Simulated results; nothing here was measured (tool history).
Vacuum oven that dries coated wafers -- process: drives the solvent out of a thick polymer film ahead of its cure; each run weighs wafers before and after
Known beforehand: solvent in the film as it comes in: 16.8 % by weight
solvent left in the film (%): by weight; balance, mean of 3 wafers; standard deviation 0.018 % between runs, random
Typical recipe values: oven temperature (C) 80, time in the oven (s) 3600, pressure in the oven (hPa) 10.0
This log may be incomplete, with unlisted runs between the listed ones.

Run 1, hour 0.0: usual settings. Result: solvent left in the film (%) 2.58.
Run 2, hour 10.9: usual settings but pressure in the oven (hPa) 9.9. Result: solvent left in the film (%) 2.60.
Run 3, hour 20.5: usual settings but pressure in the oven (hPa) 9.9. Result: solvent left in the film (%) 2.61.
Run 4, hour 30.9: usual settings but pressure in the oven (hPa) 9.9. Result: solvent left in the film (%) 2.61.
Run 5, hour 40.1: usual settings but pressure in the oven (hPa) 9.9. Result: solvent left in the film (%) 2.55.
Run 6, hour 48.1: usual settings but pressure in the oven (hPa) 18.7. Result: solvent left in the film (%) 2.92.
Run 7, hour 60.0: usual settings but oven temperature (C) 73, pressure in the oven (hPa) 18.7. Result: solvent left in the film (%) 4.62.
Run 8, hour 71.8: usual settings but oven temperature (C) 71. Result: solvent left in the film (%) 4.72.
Run 9, hour 83.4: usual settings but oven temperature (C) 71. Result: solvent left in the film (%) 4.68.
Run 10, hour 91.5: usual settings but oven temperature (C) 71. Result: solvent left in the film (%) 4.67.
Run 11, hour 102.5: usual settings but oven temperature (C) 71. Result: solvent left in the film (%) 4.70.
Run 12, hour 114.0: usual settings but oven temperature (C) 71. Result: solvent left in the film (%) 4.69.
Run 13, hour 124.5: usual settings but oven temperature (C) 71. Result: solvent left in the film (%) 4.70.
Run 14, hour 132.5: usual settings but oven temperature (C) 71. Result: solvent left in the film (%) 4.63.
Run 15, hour 138.6: usual settings but oven temperature (C) 71. Result: solvent left in the film (%) 4.68.
Run 16, hour 151.1: usual settings but pressure in the oven (hPa) 21.1. Result: solvent left in the film (%) 3.03.
Run 17, hour 162.9: usual settings but pressure in the oven (hPa) 21.1. Result: solvent left in the film (%) 3.04.
Run 18, hour 175.2: usual settings but oven temperature (C) 90, pressure in the oven (hPa) 27.4. Result: solvent left in the film (%) 1.58.
Run 19, hour 182.5: usual settings but oven temperature (C) 73, pressure in the oven (hPa) 13.8. Result: solvent left in the film (%) 4.35.
Run 20, hour 193.9: usual settings but oven temperature (C) 68, time in the oven (s) 3180, pressure in the oven (hPa) 5.5. Result: solvent left in the film (%) 5.80.
Run 21, hour 200.8: usual settings but oven temperature (C) 81, time in the oven (s) 3660, pressure in the oven (hPa) 6.3. Result: solvent left in the film (%) 2.15.
Run 22, hour 211.2: usual settings but oven temperature (C) 81, time in the oven (s) 3660, pressure in the oven (hPa) 6.3. Result: solvent left in the film (%) 2.17.
Run 23, hour 217.7: usual settings but oven temperature (C) 81, time in the oven (s) 3660, pressure in the oven (hPa) 6.3. Result: solvent left in the film (%) 2.17.
Run 24, hour 230.6: usual settings but oven temperature (C) 81, time in the oven (s) 3660, pressure in the oven (hPa) 6.3. Result: solvent left in the film (%) 2.15.
Run 25, hour 238.9: usual settings but time in the oven (s) 5220. Result: solvent left in the film (%) 1.40.
Run 26, hour 244.8: usual settings but time in the oven (s) 5220. Result: solvent left in the film (%) 1.41.
Run 27, hour 257.3: usual settings but time in the oven (s) 5220. Result: solvent left in the film (%) 1.41.
Run 28, hour 269.6: usual settings but pressure in the oven (hPa) 6.2. Result: solvent left in the film (%) 2.40.
Run 29, hour 280.4: usual settings but pressure in the oven (hPa) 6.2. Result: solvent left in the film (%) 2.41.
Run 30, hour 287.2: usual settings but pressure in the oven (hPa) 6.2. Result: solvent left in the film (%) 2.42.
Run 31, hour 292.6: usual settings but oven temperature (C) 69, time in the oven (s) 2940. Result: solvent left in the film (%) 6.15.
Run 32, hour 303.6: usual settings but oven temperature (C) 92, time in the oven (s) 5220, pressure in the oven (hPa) 6.2. Result: solvent left in the film (%) 0.33.

Table of differences, measured result less the result of that run with no hidden state. Run-to-run variation is the same in both. Gauge scatter possibly is not:
Hidden state present: true wafer temperature over the reading, C; true pressure over the reading, kPa; drift of the gauge itself on solvent_pct, %.
run  solvent left in the film (%)
  1                         -0.02
  2                         -0.02
  3                         -0.02
  4                         -0.02
  5                         -0.02
  6                         -0.02
  7                         -0.03
  8                         -0.04
  9                         -0.04
 10                         -0.03
 11                         -0.04
 12                         -0.04
 13                         -0.04
 14                         -0.04
 15                         -0.04
 16                         -0.04
 17                         -0.03
 18                         -0.02
 19                         -0.05
 20                         -0.05
 21                         -0.03
 22                         -0.03
 23                         -0.04
 24                         -0.04
 25                         -0.01
 26                         -0.01
 27                         -0.01
 28                         -0.04
 29                         -0.04
 30                         -0.04
 31                         -0.06
 32                         +0.01
